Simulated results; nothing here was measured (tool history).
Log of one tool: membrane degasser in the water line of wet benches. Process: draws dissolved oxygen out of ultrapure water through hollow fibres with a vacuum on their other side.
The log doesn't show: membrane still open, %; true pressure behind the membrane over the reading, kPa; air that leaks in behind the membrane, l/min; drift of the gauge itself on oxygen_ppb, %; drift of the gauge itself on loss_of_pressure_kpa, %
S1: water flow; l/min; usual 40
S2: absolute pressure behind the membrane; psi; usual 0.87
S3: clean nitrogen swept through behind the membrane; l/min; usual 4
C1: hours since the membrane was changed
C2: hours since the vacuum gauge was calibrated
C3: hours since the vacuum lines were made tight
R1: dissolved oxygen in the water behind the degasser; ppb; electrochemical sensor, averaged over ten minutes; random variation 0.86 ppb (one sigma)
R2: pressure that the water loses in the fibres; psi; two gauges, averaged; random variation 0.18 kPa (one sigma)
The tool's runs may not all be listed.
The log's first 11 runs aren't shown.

| run | hour | S1 | S2 | S3 | C1 | C2 | C3 | R1 | R2 |
|---|---|---|---|---|---|---|---|---|---|
| 12 | 1260.9 | 28 | 0.87 | 4 | 3373 | 962 | 4949 | 53.1 | 3.738 |
| 13 | 1449.8 | 28 | 0.87 | 4 | 3562 | 1151 | 5138 | 54.1 | 3.725 |
| 14 | 1533.5 | 28 | 0.87 | 4 | 3646 | 1234 | 5221 | 54 | 3.64 |
| 15 | 1711.7 | 28 | 0.87 | 4 | 3824 | 1413 | 5400 | 53.4 | 3.677 |
| 16 | 1815.3 | 28 | 0.87 | 4 | 3928 | 1516 | 5503 | 54.5 | 3.704 |
| 17 | 1956.2 | 44 | 0.949 | 4 | 4069 | 1657 | 5644 | 109 | 5.774 |
| 18 | 2158.1 | 46 | 1.691 | 4.3 | 4271 | 1859 | 5846 | 234.5 | 6.031 |
| 19 | 2351.8 | 46 | 1.691 | 4.3 | 4464 | 2053 | 6040 | 233.4 | 6.084 |
| 20 | 2500.7 | 50 | 0.87 | 9.24 | 4613 | 2202 | 6189 | 69 | 6.608 |
|  | 2525.7 | seals of the vacuum lines changed |
| 21 | 2682 | 40 | 0.87 | 7.87 | 4793 | 2381 | 156 | 53.5 | 5.284 |
| 22 | 2812.6 | 25 | 0.637 | 4 | 4923 | 2511 | 287 | 23.4 | 3.3 |
| 23 | 2971.6 | 25 | 0.637 | 4 | 5082 | 2670 | 446 | 23.2 | 3.3 |
| 24 | 3149.9 | 52 | 0.76 | 4 | 5260 | 2849 | 624 | 98.4 | 6.892 |
| 25 | 3250 | 52 | 0.76 | 4 | 5361 | 2949 | 724 | 100.3 | 6.875 |
| 26 | 3334.2 | 37 | 0.87 | 2.85 | 5445 | 3033 | 808 | 101.6 | 4.93 |
| 27 | 3465.8 | 37 | 0.87 | 2.85 | 5576 | 3165 | 940 | 101.5 | 4.886 |
| 28 | 3623.5 | 47 | 0.603 | 2.42 | 5734 | 3322 | 1098 | 75 | 6.202 |
| 29 | 3777.8 | 45 | 1.79 | 2.42 | 5888 | 3477 | 1252 | 395.8 | 5.944 |
| 30 | 3918.6 | 45 | 1.79 | 2.42 | 6029 | 3617 | 1393 | 391 | 5.992 |
| 31 | 4053 | 48 | 1.79 | 2.42 | 6164 | 3752 | 1527 | 420.6 | 6.399 |

Forecast each of these 4 alternatives for the next run:
| A | 4249 | 44 | 0.956 | 4.86 | 6360 | 3948 | 1723 | ? | ? |
| B | 4249 | 40 | 0.815 | 4 | 6360 | 3948 | 1723 | ? | ? |
| C | 4249 | 36 | 0.674 | 3.64 | 6360 | 3948 | 1723 | ? | ? |
| D | 4249 | 42 | 0.87 | 4 | 6360 | 3948 | 1723 | ? | ? |

| run | R1 | R2 |
|---|---|---|
| A | 97.8 | 5.883 |
| B | 79.3 | 5.316 |
| C | 50.6 | 4.772 |
| D | 91.2 | 5.587 |
Without the tool's hidden state the same runs would have given:
| run | R1 | R2 |
|---|---|---|
| A | 90.9 | 5.713 |
| B | 72.6 | 5.162 |
| C | 44.8 | 4.634 |
| D | 84.3 | 5.426 |
